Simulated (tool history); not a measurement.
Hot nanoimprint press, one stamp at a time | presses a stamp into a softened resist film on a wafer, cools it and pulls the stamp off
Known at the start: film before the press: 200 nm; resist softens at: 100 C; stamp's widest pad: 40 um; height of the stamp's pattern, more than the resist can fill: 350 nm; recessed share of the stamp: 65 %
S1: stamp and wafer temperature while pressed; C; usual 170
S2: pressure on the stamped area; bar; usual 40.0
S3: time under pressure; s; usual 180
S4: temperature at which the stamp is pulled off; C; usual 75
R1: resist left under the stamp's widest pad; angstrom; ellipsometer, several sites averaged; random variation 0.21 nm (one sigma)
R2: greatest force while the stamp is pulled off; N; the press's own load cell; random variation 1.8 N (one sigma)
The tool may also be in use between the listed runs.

{"run": 1, "hour": 0.0, "S1": 170, "S2": 40.0, "S3": 180, "S4": 75, "R1": 891, "R2": 186}
{"hour": 23.9, "done": "stamp cleaned and given a new release coat"}
{"run": 2, "hour": 52.1, "S1": 170, "S2": 40.0, "S3": 180, "S4": 75, "R1": 893, "R2": 184}
{"run": 3, "hour": 84.8, "S1": 170, "S2": 40.0, "S3": 180, "S4": 75, "R1": 891, "R2": 184}
{"run": 4, "hour": 105.4, "S1": 170, "S2": 40.0, "S3": 180, "S4": 75, "R1": 894, "R2": 181}
{"run": 5, "hour": 134.3, "S1": 170, "S2": 40.0, "S3": 146, "S4": 75, "R1": 967, "R2": 184}
{"run": 6, "hour": 171.1, "S1": 164, "S2": 40.0, "S3": 180, "S4": 75, "R1": 1063, "R2": 185}
{"run": 7, "hour": 213.3, "S1": 164, "S2": 40.0, "S3": 180, "S4": 75, "R1": 1063, "R2": 182}
{"run": 8, "hour": 251.1, "S1": 164, "S2": 40.0, "S3": 180, "S4": 75, "R1": 1064, "R2": 183}
{"run": 9, "hour": 296.0, "S1": 163, "S2": 40.0, "S3": 180, "S4": 75, "R1": 1097, "R2": 181}
{"run": 10, "hour": 326.7, "S1": 170, "S2": 35.9, "S3": 180, "S4": 75, "R1": 937, "R2": 181}
{"run": 11, "hour": 363.7, "S1": 170, "S2": 35.9, "S3": 180, "S4": 75, "R1": 937, "R2": 186}
{"run": 12, "hour": 406.8, "S1": 170, "S2": 40.0, "S3": 179, "S4": 75, "R1": 898, "R2": 183}
{"run": 13, "hour": 430.6, "S1": 170, "S2": 40.0, "S3": 179, "S4": 75, "R1": 899, "R2": 184}
{"run": 14, "hour": 452.4, "S1": 170, "S2": 40.0, "S3": 180, "S4": 75, "R1": 897, "R2": 185}
{"run": 15, "hour": 482.2, "S1": 170, "S2": 40.0, "S3": 180, "S4": 75, "R1": 894, "R2": 184}
{"run": 16, "hour": 528.7, "S1": 170, "S2": 40.0, "S3": 180, "S4": 75, "R1": 897, "R2": 183}
{"run": 17, "hour": 577.0, "S1": 170, "S2": 40.0, "S3": 180, "S4": 75, "R1": 898, "R2": 188}
{"run": 18, "hour": 616.5, "S1": 170, "S2": 40.0, "S3": 180, "S4": 75, "R1": 895, "R2": 181}
{"run": 19, "hour": 638.7, "S1": 169, "S2": 52.3, "S3": 97, "S4": 62, "R1": 1050, "R2": 214}
{"run": 20, "hour": 679.2, "S1": 169, "S2": 52.3, "S3": 91, "S4": 62, "R1": 1073, "R2": 219}
{"hour": 703.2, "done": "plate thermocouple calibrated"}
{"run": 21, "hour": 726.2, "S1": 169, "S2": 52.3, "S3": 91, "S4": 62, "R1": 1074, "R2": 219}
{"hour": 756.9, "done": "stamp cleaned and given a new release coat"}
{"run": 22, "hour": 780.1, "S1": 169, "S2": 52.3, "S3": 91, "S4": 62, "R1": 1076, "R2": 213}
{"run": 23, "hour": 820.6, "S1": 169, "S2": 35.3, "S3": 92, "S4": 62, "R1": 1231, "R2": 211}
{"run": 24, "hour": 864.6, "S1": 169, "S2": 35.3, "S3": 92, "S4": 62, "R1": 1230, "R2": 216}
{"run": 25, "hour": 910.3, "S1": 179, "S2": 40.0, "S3": 213, "S4": 68, "R1": 644, "R2": 198}
{"hour": 930.4, "done": "press's hydraulic seals changed and the load cell set to zero"}
{"run": 26, "hour": 945.2, "S1": 174, "S2": 40.0, "S3": 180, "S4": 75, "R1": 802, "R2": 184}
{"run": 27, "hour": 968.3, "S1": 170, "S2": 28.0, "S3": 117, "S4": 75, "R1": 1207, "R2": 184}
{"run": 28, "hour": 997.8, "S1": 170, "S2": 28.0, "S3": 117, "S4": 75, "R1": 1207, "R2": 183}
{"run": 29, "hour": 1020.6, "S1": 170, "S2": 28.0, "S3": 117, "S4": 77, "R1": 1213, "R2": 181}
{"run": 30, "hour": 1045.6, "S1": 170, "S2": 26.0, "S3": 97, "S4": 78, "R1": 1315, "R2": 176}

Forecast each of these 4 alternatives for the next run:
{"run": "A", "hour": 1088.1, "S1": 170, "S2": 53.6, "S3": 156, "S4": 75, "R1": "?", "R2": "?"}
{"run": "B", "hour": 1088.1, "S1": 170, "S2": 48.6, "S3": 152, "S4": 75, "R1": "?", "R2": "?"}
{"run": "C", "hour": 1088.1, "S1": 172, "S2": 40.0, "S3": 180, "S4": 65, "R1": "?", "R2": "?"}
{"run": "D", "hour": 1088.1, "S1": 170, "S2": 26.0, "S3": 187, "S4": 78, "R1": "?", "R2": "?"}

run=A R1=843 R2=182
run=B R1=890 R2=182
run=C R1=854 R2=208
run=D R1=1063 R2=174
Without the tool's hidden state the same runs would have given:
run=A R1=831 R2=182
run=B R1=877 R2=182
run=C R1=841 R2=207
run=D R1=1047 R2=173
